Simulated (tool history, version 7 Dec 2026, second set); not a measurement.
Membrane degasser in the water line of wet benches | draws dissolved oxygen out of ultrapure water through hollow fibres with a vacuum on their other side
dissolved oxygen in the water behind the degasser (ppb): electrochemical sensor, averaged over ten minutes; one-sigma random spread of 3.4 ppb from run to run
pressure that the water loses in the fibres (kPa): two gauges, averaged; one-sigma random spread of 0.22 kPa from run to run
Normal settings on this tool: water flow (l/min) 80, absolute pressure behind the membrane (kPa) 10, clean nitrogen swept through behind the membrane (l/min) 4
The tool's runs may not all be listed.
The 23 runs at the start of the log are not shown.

run,day,water flow (l/min),absolute pressure behind the membrane (kPa),clean nitrogen swept through behind the membrane (l/min),hours since the membrane was changed,hours since the vacuum gauge was calibrated,hours since the vacuum lines were made tight,dissolved oxygen in the water behind the degasser (ppb),pressure that the water loses in the fibres (kPa)
24,58.65,80,8.6,10.53,4556,1070,3923,154.9,52.53
25,60.588,80,8.6,10.53,4603,1116,3969,152.3,52.23
26,62.475,121,7.7,10.22,4648,1161,4015,345.7,79.65
27,65.829,80,8.6,4,4729,1242,4095,292.8,52.77
28,68.038,64,16.5,10.17,4782,1295,4148,218.8,41.85
29,69.821,127,14.7,2.72,4824,1338,4191,1138.8,83.49
30,71.621,59,14.7,2.72,4868,1381,4234,545.4,38.82
31,75.112,59,14.7,2.72,4951,1465,4318,529.5,38.9
32,76.933,49,18.2,6.38,4995,1508,4362,273,32.11

3 options for the next run, each taken on its own from the tool as it stands now. Forecast them:
A,79.183,49,20.7,8.01,5049,1562,4416,?,?
B,79.183,83,18.2,3.28,5049,1562,4416,?,?
C,79.183,80,23.6,4,5049,1562,4416,?,?

run,dissolved oxygen in the water behind the degasser (ppb),pressure that the water loses in the fibres (kPa)
A,265.2,32.22
B,815,54.22
C,879.1,52.44
Take away the tool's hidden state, keep each run's random variation, and the runs would have read:
run,dissolved oxygen in the water behind the degasser (ppb),pressure that the water loses in the fibres (kPa)
A,262,31.58
B,805.4,53.14
C,870.1,51.4
